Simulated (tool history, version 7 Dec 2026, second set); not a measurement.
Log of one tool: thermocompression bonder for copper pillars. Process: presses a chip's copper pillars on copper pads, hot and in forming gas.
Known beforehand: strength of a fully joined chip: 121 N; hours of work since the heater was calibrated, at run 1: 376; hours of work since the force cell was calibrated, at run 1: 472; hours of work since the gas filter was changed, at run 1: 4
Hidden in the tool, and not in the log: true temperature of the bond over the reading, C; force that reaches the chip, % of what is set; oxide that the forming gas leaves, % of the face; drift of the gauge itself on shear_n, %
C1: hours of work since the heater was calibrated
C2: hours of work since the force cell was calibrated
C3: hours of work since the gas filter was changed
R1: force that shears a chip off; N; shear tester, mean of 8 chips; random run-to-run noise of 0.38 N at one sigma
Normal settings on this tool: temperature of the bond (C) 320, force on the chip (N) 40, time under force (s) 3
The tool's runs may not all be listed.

Run 1, hour 0: usual settings; C1 376; C2 472; C3 4. Result: R1 80.6 N.
Run 2, hour 26: usual settings but temperature of the bond (C) 345; C1 392; C2 487; C3 20. Result: R1 97.4 N.
Run 3, hour 37.4: usual settings but temperature of the bond (C) 345; C1 399; C2 494; C3 27. Result: R1 96.2 N.
Run 4, hour 55.5: usual settings; C1 410; C2 505; C3 38. Result: R1 79.1 N.
Run 5, hour 76.4: usual settings; C1 422; C2 517; C3 50. Result: R1 78.9 N.
Run 6, hour 89: usual settings; C1 430; C2 525; C3 58. Result: R1 78.7 N.
Run 7, hour 106.2: usual settings; C1 440; C2 535; C3 68. Result: R1 79.4 N.
Run 8, hour 119.8: usual settings; C1 448; C2 543; C3 76. Result: R1 78.4 N.
Run 9, hour 140: usual settings but force on the chip (N) 52; C1 460; C2 556; C3 88. Result: R1 89.3 N.
Run 10, hour 165.3: usual settings but force on the chip (N) 52; C1 475; C2 571; C3 103. Result: R1 88.6 N.
Run 11, hour 186.3: usual settings but force on the chip (N) 52; C1 488; C2 583; C3 116. Result: R1 89.1 N.
Run 12, hour 204.8: usual settings but force on the chip (N) 52; C1 499; C2 594; C3 127. Result: R1 88.6 N.
Run 13, hour 223.7: usual settings but force on the chip (N) 52; C1 510; C2 606; C3 138. Result: R1 87.4 N.
Run 14, hour 244.2: usual settings but force on the chip (N) 52; C1 523; C2 618; C3 151. Result: R1 87.9 N.
Run 15, hour 266.7: usual settings but force on the chip (N) 31; C1 536; C2 632; C3 164. Result: R1 64.6 N.
Run 16, hour 278.4: usual settings but force on the chip (N) 34; C1 543; C2 639; C3 171. Result: R1 69 N.
Run 17, hour 295.4: usual settings but force on the chip (N) 34; C1 554; C2 649; C3 182. Result: R1 69.5 N.
Run 18, hour 318.5: usual settings but force on the chip (N) 31; C1 567; C2 663; C3 195. Result: R1 64.2 N.
Run 19, hour 333.4: usual settings but force on the chip (N) 31; C1 576; C2 672; C3 204. Result: R1 64.7 N.
Run 20, hour 358.8: usual settings but force on the chip (N) 42; C1 592; C2 687; C3 220. Result: R1 77.1 N.
Run 21, hour 382.5: usual settings but temperature of the bond (C) 316, force on the chip (N) 46; C1 606; C2 701; C3 234. Result: R1 78.2 N.
At hour 397.3: forming gas filter changed.
Run 22, hour 397.3: usual settings but temperature of the bond (C) 321, force on the chip (N) 35; C1 614; C2 710; C3 0. Result: R1 77.9 N.
Run 23, hour 411.8: usual settings but temperature of the bond (C) 321, force on the chip (N) 35; C1 623; C2 718; C3 9. Result: R1 77.1 N.
Run 24, hour 429.9: usual settings but temperature of the bond (C) 310, force on the chip (N) 33; C1 634; C2 729; C3 20. Result: R1 66.3 N.
Run 25, hour 449.8: usual settings but time under force (s) 7; C1 646; C2 741; C3 32. Result: R1 99.5 N.
Run 26, hour 469.4: usual settings but time under force (s) 7; C1 658; C2 753; C3 43. Result: R1 98.5 N.
Run 27, hour 491.9: usual settings but force on the chip (N) 37, time under force (s) 7; C1 671; C2 767; C3 57. Result: R1 94.9 N.
Run 28, hour 502.8: usual settings but force on the chip (N) 37, time under force (s) 7; C1 678; C2 773; C3 63. Result: R1 95 N.
At hour 513.6: heater calibrated with a thermocouple chip.
Run 29, hour 529.3: usual settings but temperature of the bond (C) 317, force on the chip (N) 55, time under force (s) 2; C1 9; C2 788; C3 78. Result: R1 73.4 N.
Run 30, hour 554.7: usual settings but temperature of the bond (C) 317, force on the chip (N) 55, time under force (s) 2; C1 25; C2 803; C3 93. Result: R1 72.8 N.
Run 31, hour 569.3: usual settings but force on the chip (N) 36, time under force (s) 8; C1 33; C2 812; C3 102. Result: R1 85.1 N.
Run 32, hour 581.7: usual settings but temperature of the bond (C) 349, force on the chip (N) 37, time under force (s) 2; C1 41; C2 819; C3 109. Result: R1 78.3 N.
Run 33, hour 599.7: usual settings but temperature of the bond (C) 312, force on the chip (N) 28; C1 52; C2 830; C3 120. Result: R1 48.6 N.
Run 34, hour 623.2: usual settings but temperature of the bond (C) 293, force on the chip (N) 43; C1 66; C2 844; C3 134. Result: R1 52 N.
Run 35, hour 648.8: usual settings but force on the chip (N) 57, time under force (s) 2; C1 81; C2 859; C3 150. Result: R1 75.5 N.
Run 36, hour 660.3: usual settings but force on the chip (N) 57, time under force (s) 2; C1 88; C2 866; C3 157. Result: R1 76.3 N.
Run 37, hour 673.6: usual settings but temperature of the bond (C) 317, force on the chip (N) 27, time under force (s) 6; C1 96; C2 874; C3 165. Result: R1 63.3 N.
Run 38, hour 689.3: usual settings but temperature of the bond (C) 301, force on the chip (N) 41, time under force (s) 6; C1 105; C2 884; C3 174. Result: R1 68.8 N.
Run 39, hour 708.1: usual settings but temperature of the bond (C) 301, force on the chip (N) 41, time under force (s) 6; C1 117; C2 895; C3 185. Result: R1 68.5 N.
Run 40, hour 722.4: usual settings but temperature of the bond (C) 334, force on the chip (N) 56; C1 125; C2 904; C3 194. Result: R1 91.3 N.

Had the tool no unlogged condition, and each run kept its random variation, what would the results have been?
run     R1
  1   75.7
  2   94.2
  3   93.3
  4     75
  5   75.1
  6   75.1
  7     76
  8   75.2
  9   87.3
 10   87.1
 11   87.9
 12   87.8
 13   86.9
 14   87.7
 15   62.9
 16   67.6
 17   68.3
 18   63.1
 19   63.7
 20   77.7
 21   79.3
 22   69.9
 23   69.3
 24   58.5
 25   93.7
 26     93
 27   89.5
 28   89.8
 29   78.6
 30   78.3
 31   91.3
 32   84.5
 33   53.1
 34   56.8
 35   82.6
 36   83.6
 37   69.8
 38   75.8
 39   75.8
 40  100.9
